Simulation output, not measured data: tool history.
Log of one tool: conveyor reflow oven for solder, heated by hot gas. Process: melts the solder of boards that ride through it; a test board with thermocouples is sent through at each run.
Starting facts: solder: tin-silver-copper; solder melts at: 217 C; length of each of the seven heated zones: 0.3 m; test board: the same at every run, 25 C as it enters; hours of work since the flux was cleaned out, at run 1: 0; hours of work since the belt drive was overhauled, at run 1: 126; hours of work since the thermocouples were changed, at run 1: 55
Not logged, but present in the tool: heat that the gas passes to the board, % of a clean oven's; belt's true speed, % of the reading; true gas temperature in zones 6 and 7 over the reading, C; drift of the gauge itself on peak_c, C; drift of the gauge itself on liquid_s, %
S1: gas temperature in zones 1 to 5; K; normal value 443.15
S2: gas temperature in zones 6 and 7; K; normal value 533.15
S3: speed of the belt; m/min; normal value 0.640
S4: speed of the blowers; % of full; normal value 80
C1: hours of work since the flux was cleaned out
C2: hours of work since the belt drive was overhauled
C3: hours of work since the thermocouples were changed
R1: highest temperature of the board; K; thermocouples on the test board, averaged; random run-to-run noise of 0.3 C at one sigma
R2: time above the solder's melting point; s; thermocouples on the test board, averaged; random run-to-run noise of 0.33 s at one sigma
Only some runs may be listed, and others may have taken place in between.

run,hour,S1,S2,S3,S4,C1,C2,C3,R1,R2
1,0.0,443.15,533.15,0.640,80,0,126,55,514.55,33.1
2,77.3,443.15,533.15,0.640,80,32,158,87,513.95,33.5
3,151.7,443.15,533.15,0.640,80,62,189,117,513.85,33.1
4,218.2,443.15,533.15,0.640,80,90,216,144,513.55,32.2
5,261.4,443.15,533.15,0.640,80,107,234,162,513.65,32.1
6,330.0,443.15,533.15,0.640,80,135,262,190,513.05,31.9
7,364.1,443.15,533.15,0.640,80,149,276,204,512.85,32.7
8,434.6,443.15,533.15,0.640,80,178,305,233,512.65,31.0
9,517.5,443.15,533.15,0.640,80,212,339,267,511.75,31.5
10,585.9,443.15,533.15,0.640,80,240,367,295,512.15,31.1
11,640.0,443.15,533.15,0.640,80,263,389,317,511.45,30.7
12,716.6,443.15,533.15,0.640,80,294,420,349,511.55,30.7
13,775.7,443.15,532.15,0.640,80,318,445,373,510.15,29.3
14,825.5,443.15,533.15,0.640,80,339,465,394,510.75,29.6
15,900.3,443.15,533.15,0.640,80,369,496,424,510.55,29.2
16,937.1,443.15,533.15,0.640,80,385,511,439,510.25,29.1
17,1011.7,443.15,528.15,0.640,58,415,542,470,501.05,18.7
18,1055.9,443.15,528.15,0.638,68,433,560,488,503.65,22.1
19,1092.5,429.15,537.15,0.717,54,448,575,503,495.85,7.6
20,1154.4,429.15,537.15,0.717,54,474,600,528,495.35,7.1
# hour 1177.6: flux residue cleaned out of gas plates and filters
21,1210.1,451.15,544.15,0.717,58,13,621,549,506.55,21.7
22,1247.2,449.15,533.15,0.640,83,29,636,564,508.25,28.0
23,1286.4,449.15,533.15,0.640,83,45,652,581,508.65,27.7
24,1368.1,458.15,533.15,0.640,89,78,686,614,511.25,33.8
25,1416.6,439.15,527.15,0.640,84,98,706,634,500.15,16.4
26,1472.5,443.15,537.15,0.536,80,121,729,657,516.05,40.5
27,1551.2,443.15,537.15,0.536,80,153,761,689,514.95,40.2
# hour 1580.9: flux residue cleaned out of gas plates and filters, once more
28,1630.1,443.15,537.15,0.536,80,20,791,720,524.65,49.9
29,1668.0,443.15,537.15,0.536,80,36,807,735,524.85,50.1
30,1730.0,443.15,538.15,0.640,65,61,832,761,515.75,33.7

The same runs without the tool's hidden state, with the same run-to-run variation:
run,R1,R2
1,514.25,32.8
2,514.05,33.5
3,514.25,33.5
4,514.25,32.9
5,514.55,33.0
6,514.25,33.1
7,514.25,34.0
8,514.35,32.7
9,513.75,33.6
10,514.55,33.5
11,514.05,33.4
12,514.55,33.8
13,513.45,32.7
14,514.25,33.2
15,514.45,33.2
16,514.35,33.4
17,504.95,24.2
18,507.95,27.7
19,501.65,14.3
20,501.55,14.4
21,514.75,29.8
22,515.55,36.1
23,516.15,35.9
24,518.55,41.4
25,508.75,27.9
26,523.55,47.9
27,522.65,48.0
28,523.15,48.1
29,523.55,48.5
30,514.75,32.4
